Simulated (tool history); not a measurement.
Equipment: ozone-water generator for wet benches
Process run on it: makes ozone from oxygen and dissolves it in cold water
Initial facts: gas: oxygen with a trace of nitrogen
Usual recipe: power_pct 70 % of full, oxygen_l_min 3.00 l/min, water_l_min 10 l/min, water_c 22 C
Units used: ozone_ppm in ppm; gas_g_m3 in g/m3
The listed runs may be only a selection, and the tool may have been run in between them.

run,hour,power_pct,oxygen_l_min,water_l_min,water_c,ozone_ppm,gas_g_m3
1,0.0,70,3.00,10,22,20.0,245.0
2,25.9,64,3.00,10,22,18.8,223.1
3,83.7,70,3.00,10,22,19.7,243.3
4,120.2,70,3.00,10,23,19.3,245.0
5,144.6,62,3.00,10,23,17.8,219.2
6,192.2,62,3.00,10,23,17.5,218.5
7,246.8,62,3.00,10,23,17.3,218.2
8,297.4,70,3.00,10,24,19.0,242.0
9,354.5,70,3.00,10,24,19.0,240.6
10,410.4,67,3.00,10,24,18.2,232.0
11,459.5,70,3.00,11,22,18.4,243.1
12,509.8,70,3.77,10,22,18.4,209.4
13,548.0,70,3.77,10,22,18.5,205.9
14,577.9,70,3.77,10,22,18.0,206.1
15,615.0,48,3.00,10,22,14.2,174.4
16,663.9,70,3.00,10,22,19.2,239.8
17,719.5,70,3.00,10,22,19.2,239.6
18,774.0,50,3.00,6,22,20.3,179.6
19,812.8,43,3.00,10,21,13.0,159.7

Predict the results of run 20:
# hour 818.1: water thermometer calibrated
20,849.1,70,3.92,10,23,?,?

Run 20 measured ozone_ppm 17.5 ppm, gas_g_m3 199.3 g/m3.
The same run, on a tool lacking any hidden state, would have yielded ozone_ppm 19.1 ppm, gas_g_m3 207.6 g/m3.

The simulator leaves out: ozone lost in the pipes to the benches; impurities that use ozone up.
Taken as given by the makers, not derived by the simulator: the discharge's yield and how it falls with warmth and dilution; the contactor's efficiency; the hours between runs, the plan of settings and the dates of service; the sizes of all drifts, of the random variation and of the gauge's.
